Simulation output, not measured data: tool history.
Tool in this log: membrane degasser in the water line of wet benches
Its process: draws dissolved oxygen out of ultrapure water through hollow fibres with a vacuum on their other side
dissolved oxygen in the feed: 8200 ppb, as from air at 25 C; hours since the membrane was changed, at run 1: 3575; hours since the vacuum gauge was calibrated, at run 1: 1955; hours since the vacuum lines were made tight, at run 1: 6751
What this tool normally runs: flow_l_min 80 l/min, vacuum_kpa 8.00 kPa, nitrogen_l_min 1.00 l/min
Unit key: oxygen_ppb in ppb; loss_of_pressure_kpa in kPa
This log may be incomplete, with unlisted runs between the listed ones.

run      day  flow_l_min  vacuum_kpa  nitrogen_l_min  hours since the membrane was changed  hours since the vacuum gauge was calibrated  hours since the vacuum lines were made tight  oxygen_ppb  loss_of_pressure_kpa
  1    0.000          80        8.00            1.00                                  3575                                         1955                                          6751       654.7                 68.46
  2    5.175          80        8.00            1.00                                  3699                                         2080                                          6876       657.4                 68.64
  3    8.179          80        8.00            1.00                                  3771                                         2152                                          6948       652.2                 68.33
  4   11.500          80        8.00            1.00                                  3851                                         2232                                          7027       657.4                 67.90
  5   16.817          80       14.64            1.00                                  3978                                         2359                                          7155      1389.3                 68.01
  6   21.467          80        8.00            1.00                                  4090                                         2471                                          7267       662.9                 68.12
  7   25.029          80       13.82            1.00                                  4176                                         2556                                          7352      1317.1                 68.67
  8   30.208          80       13.82            1.00                                  4300                                         2681                                          7476      1314.7                 68.04
  9   35.417          80        7.80            1.00                                  4425                                         2805                                          7601       636.8                 68.35
 10   39.488          80        7.80            1.00                                  4523                                         2903                                          7699       636.7                 67.92
      42.600  -- seals of the vacuum lines changed
 11   44.225          80        7.80            1.00                                  4634                                         3015                                            39       642.8                 68.21
 12   48.929          80        7.80            1.00                                  4747                                         3128                                           152       638.3                 68.31
 13   54.508          80       11.92            1.00                                  4881                                         3262                                           286      1116.9                 68.63
 14   58.925          88       11.92            1.00                                  4987                                         3368                                           392      1200.8                 75.05
 15   64.508          88       14.51            1.00                                  5121                                         3502                                           526      1494.7                 75.33
 16   67.038          88       14.51            1.00                                  5182                                         3562                                           587      1506.4                 75.41
 17   69.658          88       14.51            1.00                                  5245                                         3625                                           649      1503.9                 74.91
 18   73.221          88       14.42            1.00                                  5330                                         3711                                           735      1506.1                 75.00
      76.854  -- gauge calibrated
 19   77.554          80       12.14            0.77                                  5434                                         3815                                           839      1303.4                 68.22
 20   80.529          80       12.14            0.77                                  5506                                         3886                                           910      1311.7                 68.68
 21   83.883          85        7.63            1.39                                  5586                                         3967                                           991       529.1                 72.58
 22   87.921         105        4.90            1.02                                  5683                                         4064                                          1088       374.3                 89.63
 23   92.717         105        4.90            1.02                                  5798                                         4179                                          1203       373.5                 90.11
 24   96.779         105        4.90            1.02                                  5896                                         4276                                          1300       377.1                 89.74
 25   99.446          67       19.94            0.58                                  5960                                         4340                                          1364      2314.6                 57.45
 26  105.446          80        8.00            0.85                                  6103                                         4484                                          1508       729.2                 68.26
 27  111.150          80        8.00            1.56                                  6240                                         4621                                          1645       500.7                 68.10
 28  114.225          68       13.66            1.00                                  6314                                         4695                                          1719      1159.4                 57.81
 29  120.058         101        9.17            1.10                                  6454                                         4835                                          1859       919.1                 86.40
 30  125.538         101        9.17            1.10                                  6586                                         4966                                          1990       922.1                 85.96
     127.271  -- vacuum gauge calibrated
 31  128.450          80        8.00            0.66                                  6655                                           28                                          2060       841.6                 67.59
 32  131.300          80       11.29            1.15                                  6723                                           97                                          2128       966.2                 68.42

Difference, measured minus no-hidden-state, one row per run. Run-to-run variation is common to both terms; the gauge's own scatter need not be:
Hidden state at play: membrane still open, %; true pressure behind the membrane over the reading, kPa; air that leaks in behind the membrane, l/min; drift of the gauge itself on oxygen_ppb, %; drift of the gauge itself on loss_of_pressure_kpa, %.
run  oxygen_ppb
  1        +0.1
  2        +1.3
  3        +1.9
  4        +2.6
  5        +7.9
  6        +4.9
  7       +11.1
  8       +13.2
  9        +7.6
 10        +8.4
 11        +9.6
 12       +10.4
 13       +20.2
 14       +23.5
 15       +31.8
 16       +33.3
 17       +34.5
 18       +36.2
 19        +0.4
 20        +1.8
 21        +1.5
 22        +1.6
 23        +2.3
 24        +2.8
 25       +17.5
 26        +7.2
 27        +5.9
 28       +14.5
 29       +13.4
 30       +15.1
 31       +14.4
 32       +17.5
For loss_of_pressure_kpa, the value without the hidden state is never more than 0.04 kPa from the measured value.
